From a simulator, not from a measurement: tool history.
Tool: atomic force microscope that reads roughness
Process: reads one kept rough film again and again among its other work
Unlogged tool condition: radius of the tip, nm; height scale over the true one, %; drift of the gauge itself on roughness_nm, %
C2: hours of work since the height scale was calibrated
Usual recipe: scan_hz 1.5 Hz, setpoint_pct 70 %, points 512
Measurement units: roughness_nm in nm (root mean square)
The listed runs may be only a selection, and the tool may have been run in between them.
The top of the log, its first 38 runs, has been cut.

Run 39, hour 2214: usual settings but scan_hz 0.52 Hz, setpoint_pct 74 %, points 736; pictures with this tip 130; C2 637. Result: roughness_nm 2.127 nm (root mean square).
At hour 2268.9: new tip fitted.
Run 40, hour 2273.3: usual settings but scan_hz 3.33 Hz, points 840; pictures with this tip 6; C2 673. Result: roughness_nm 2.699 nm (root mean square).
Run 41, hour 2344.6: usual settings but scan_hz 1.03 Hz, setpoint_pct 79 %, points 588; pictures with this tip 103; C2 716. Result: roughness_nm 2.215 nm (root mean square).
Run 42, hour 2384.8: usual settings but scan_hz 1.26 Hz, setpoint_pct 73 %, points 814; pictures with this tip 158; C2 741. Result: roughness_nm 1.952 nm (root mean square).
At hour 2422: new tip fitted.
Run 43, hour 2455: usual settings but scan_hz 1.41 Hz, setpoint_pct 67 %, points 288; pictures with this tip 45; C2 783. Result: roughness_nm 2.534 nm (root mean square).
Run 44, hour 2495.2: usual settings but points 438; pictures with this tip 100; C2 807. Result: roughness_nm 2.217 nm (root mean square).
Run 45, hour 2567.1: usual settings but scan_hz 3.2 Hz, setpoint_pct 83 %, points 980; pictures with this tip 199; C2 851. Result: roughness_nm 1.453 nm (root mean square).
At hour 2574.4: new tip fitted.
Run 46, hour 2634.3: usual settings but scan_hz 3.2 Hz, setpoint_pct 69 %, points 767; pictures with this tip 82; C2 892. Result: roughness_nm 2.132 nm (root mean square).
Run 47, hour 2668: usual settings but points 277; pictures with this tip 128; C2 912. Result: roughness_nm 1.987 nm (root mean square).
Run 48, hour 2714.8: usual settings but points 277; pictures with this tip 192; C2 941. Result: roughness_nm 1.698 nm (root mean square).
At hour 2724.4: new tip fitted.
Run 49, hour 2768.3: usual settings but scan_hz 1.18 Hz, points 316; pictures with this tip 60; C2 973. Result: roughness_nm 2.422 nm (root mean square).
Run 50, hour 2818.9: usual settings but scan_hz 1.65 Hz, setpoint_pct 87 %, points 301; pictures with this tip 129; C2 1004. Result: roughness_nm 1.829 nm (root mean square).

4 ways to go on from here, each from the tool as it stands after run 50. What would each give?
Run A, hour 2868.2: usual settings but setpoint_pct 77 %; pictures with this tip 197; C2 1034. Result: roughness_nm ?.
Run B, hour 2868.2: usual settings but scan_hz 2.21 Hz, setpoint_pct 74 %, points 365; pictures with this tip 197; C2 1034. Result: roughness_nm ?.
Run C, hour 2868.2: usual settings but scan_hz 0.64 Hz, setpoint_pct 60 %, points 612; pictures with this tip 197; C2 1034. Result: roughness_nm ?.
Run D, hour 2868.2: usual settings but scan_hz 2.24 Hz, setpoint_pct 62 %, points 805; pictures with this tip 197; C2 1034. Result: roughness_nm ?.

run  roughness_nm
  A         1.739
  B         1.671
  C         1.884
  D         1.805
Without the tool's unlogged condition, the same runs would have read:
run  roughness_nm
  A         2.895
  B         2.788
  C         3.143
  D         3.009

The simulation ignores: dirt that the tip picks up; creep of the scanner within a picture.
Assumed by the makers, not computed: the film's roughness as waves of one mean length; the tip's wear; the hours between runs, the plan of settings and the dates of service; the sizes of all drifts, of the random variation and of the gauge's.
